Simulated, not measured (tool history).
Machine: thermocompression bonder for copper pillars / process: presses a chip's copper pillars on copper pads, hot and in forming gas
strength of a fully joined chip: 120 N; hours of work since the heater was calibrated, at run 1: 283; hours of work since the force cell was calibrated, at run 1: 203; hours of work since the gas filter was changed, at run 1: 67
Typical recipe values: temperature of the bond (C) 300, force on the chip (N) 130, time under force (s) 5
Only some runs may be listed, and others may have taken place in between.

| run | day | temperature of the bond (C) | force on the chip (N) | time under force (s) | hours of work since the heater was calibrated | hours of work since the force cell was calibrated | hours of work since the gas filter was changed | force that shears a chip off (N) |
|---|---|---|---|---|---|---|---|---|
| 1 | 0 | 300 | 130 | 5 | 283 | 203 | 67 | 62.1 |
| 2 | 2.092 | 300 | 130 | 5 | 312 | 232 | 96 | 60.9 |
| 3 | 4.042 | 300 | 130 | 5 | 339 | 259 | 123 | 58 |
|  | 4.525 | forming gas filter changed |
| 4 | 5.712 | 300 | 130 | 5 | 362 | 282 | 16 | 62.3 |
| 5 | 7.808 | 300 | 130 | 5 | 391 | 311 | 46 | 60.3 |
| 6 | 8.883 | 288 | 130 | 5 | 406 | 326 | 61 | 55.8 |
| 7 | 10.633 | 288 | 130 | 5 | 430 | 350 | 85 | 53.8 |
| 8 | 12.117 | 288 | 130 | 5 | 451 | 371 | 105 | 53 |
| 9 | 13.704 | 288 | 130 | 5 | 473 | 393 | 127 | 52.6 |
|  | 13.892 | forming gas filter changed |
| 10 | 14.862 | 288 | 130 | 5 | 489 | 409 | 13 | 55.5 |
|  | 16.783 | heater calibrated with a thermocouple chip |
| 11 | 16.825 | 288 | 130 | 5 | 1 | 435 | 40 | 60.3 |
| 12 | 17.788 | 300 | 130 | 5 | 14 | 448 | 53 | 65 |
| 13 | 19.792 | 300 | 79 | 5 | 42 | 476 | 81 | 38.1 |
| 14 | 21.754 | 300 | 130 | 5 | 69 | 503 | 108 | 60.5 |
|  | 23.338 | forming gas filter changed |
| 15 | 23.675 | 300 | 130 | 5 | 95 | 529 | 5 | 63.3 |
| 16 | 24.742 | 300 | 130 | 5 | 110 | 544 | 20 | 65.4 |
| 17 | 26.5 | 300 | 130 | 5 | 135 | 569 | 44 | 63.4 |
| 18 | 27.9 | 300 | 130 | 5 | 154 | 588 | 63 | 62.1 |
| 19 | 29.508 | 300 | 130 | 5 | 176 | 611 | 86 | 61.1 |
| 20 | 30.779 | 300 | 140 | 5 | 194 | 628 | 103 | 63.5 |
| 21 | 32.479 | 321 | 130 | 3 | 218 | 652 | 127 | 58.4 |
|  | 32.775 | forming gas filter changed |
| 22 | 34.083 | 298 | 96 | 3 | 240 | 674 | 18 | 37.8 |
| 23 | 36.1 | 293 | 179 | 7 | 268 | 702 | 46 | 82.6 |
| 24 | 37.829 | 313 | 94 | 5 | 292 | 726 | 70 | 48.9 |
| 25 | 39.721 | 327 | 130 | 3 | 318 | 752 | 96 | 61.1 |
| 26 | 40.883 | 270 | 87 | 7 | 334 | 768 | 113 | 34.1 |
| 27 | 41.967 | 270 | 87 | 7 | 349 | 783 | 128 | 33.6 |
|  | 42.104 | forming gas filter changed |
| 28 | 43.275 | 270 | 87 | 7 | 367 | 801 | 16 | 34.9 |
| 29 | 44.742 | 270 | 87 | 7 | 388 | 822 | 37 | 34.2 |
| 30 | 45.917 | 328 | 126 | 4 | 404 | 838 | 53 | 66.1 |
| 31 | 47.1 | 281 | 130 | 5 | 420 | 854 | 69 | 49 |
| 32 | 48.229 | 289 | 162 | 5 | 436 | 870 | 85 | 65.6 |
| 33 | 50.154 | 319 | 141 | 4 | 463 | 897 | 112 | 64.6 |
|  | 51.421 | forming gas filter changed |
| 34 | 51.467 | 316 | 119 | 6 | 481 | 915 | 1 | 66.9 |
| 35 | 52.838 | 324 | 165 | 10 | 500 | 934 | 20 | 97.8 |
|  | 54.117 | heater calibrated with a thermocouple chip |
| 36 | 54.225 | 272 | 136 | 13 | 1 | 952 | 38 | 72.8 |
| 37 | 55.179 | 272 | 136 | 13 | 15 | 965 | 51 | 72.1 |

Run 38 has not been measured yet. What should we expect?
| 38 | 56.496 | 272 | 136 | 14 | 33 | 983 | 69 | ? |

{"run 38": {"force that shears a chip off (N)": 74.3}}
Were there no unlogged condition in the tool, this run, its random variation unchanged, would have produced force that shears a chip off (N) 80.5.
